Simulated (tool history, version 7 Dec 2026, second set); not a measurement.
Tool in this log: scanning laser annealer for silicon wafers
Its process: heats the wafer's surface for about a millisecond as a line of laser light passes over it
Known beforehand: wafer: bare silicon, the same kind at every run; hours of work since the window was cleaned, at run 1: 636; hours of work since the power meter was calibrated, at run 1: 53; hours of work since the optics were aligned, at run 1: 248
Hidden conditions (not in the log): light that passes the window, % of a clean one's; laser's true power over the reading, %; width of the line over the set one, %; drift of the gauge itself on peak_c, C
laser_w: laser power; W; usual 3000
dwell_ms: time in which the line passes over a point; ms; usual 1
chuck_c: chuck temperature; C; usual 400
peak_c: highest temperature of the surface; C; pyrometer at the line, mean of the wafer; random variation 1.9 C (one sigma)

run,day,laser_w,dwell_ms,chuck_c,hours of work since the window was cleaned,hours of work since the power meter was calibrated,hours of work since the optics were aligned,peak_c
1,0,3000,1,400,636,53,248,1161
2,0.654,3000,1,400,646,63,258,1164
3,1.433,3000,1,400,658,75,270,1159
4,1.825,3000,1,400,665,82,276,1160
5,2.612,3000,1,400,677,94,289,1162
6,3.404,3000,1,400,689,106,301,1159
7,4.275,3000,1,376,703,120,314,1131
8,4.929,3000,1,376,713,130,325,1132
9,5.604,3000,1,376,723,140,335,1135
10,6.154,3000,1,376,732,149,344,1134
11,6.738,3000,1,400,741,158,353,1157
12,7.129,3000,1,400,747,164,359,1155
13,7.754,3000,0.92,400,757,174,369,1130
14,8.296,3000,0.92,400,765,182,377,1125
15,8.767,3000,0.92,400,772,189,384,1127
16,9.242,2866,1,400,780,197,392,1124
17,9.958,3239,1,400,791,208,403,1213
18,10.725,3239,1,400,803,220,415,1212
19,11.354,3239,1,400,813,230,424,1209
20,12.138,3000,0.73,400,825,242,437,1048
21,12.55,2661,1.17,386,831,248,443,1114
22,13.421,3140,0.92,419,845,262,457,1172
23,14.179,3140,0.92,419,856,274,468,1176
24,14.933,3140,0.92,419,868,285,480,1173
# day 15.121: laser's power meter calibrated
25,15.442,2626,0.95,419,874,5,486,1066
26,15.904,3000,1,410,881,12,493,1161
27,16.762,3156,0.8,422,895,25,507,1130
28,17.317,3000,1.02,428,903,34,515,1185
29,17.783,3000,0.96,387,911,41,522,1119
30,18.429,3000,0.73,361,921,51,533,1000
# day 18.683: laser's power meter calibrated, once more
31,19.279,2878,0.94,399,932,9,544,1100
32,20.038,2878,0.94,399,944,21,556,1101
# day 20.525: window over the wafer cleaned
33,20.629,2922,0.73,400,2,29,563,1050
34,21.412,2922,1.2,412,14,41,576,1239
35,22.262,2922,1.2,412,27,54,589,1239

Alternative continuations, all from the tool just after run 35; predict every row:
A,23.062,3000,1.08,396,39,67,601,?
B,23.062,2922,0.87,437,39,67,601,?
C,23.062,2922,0.74,412,39,67,601,?
D,23.062,3000,1.04,363,39,67,601,?
E,23.062,2873,1.21,405,39,67,601,?

run,peak_c
A,1200
B,1146
C,1063
D,1153
E,1220
The same runs, with their run-to-run variation unchanged, on a tool lacking any hidden condition would have given:
run,peak_c
A,1210
B,1155
C,1071
D,1163
E,1231
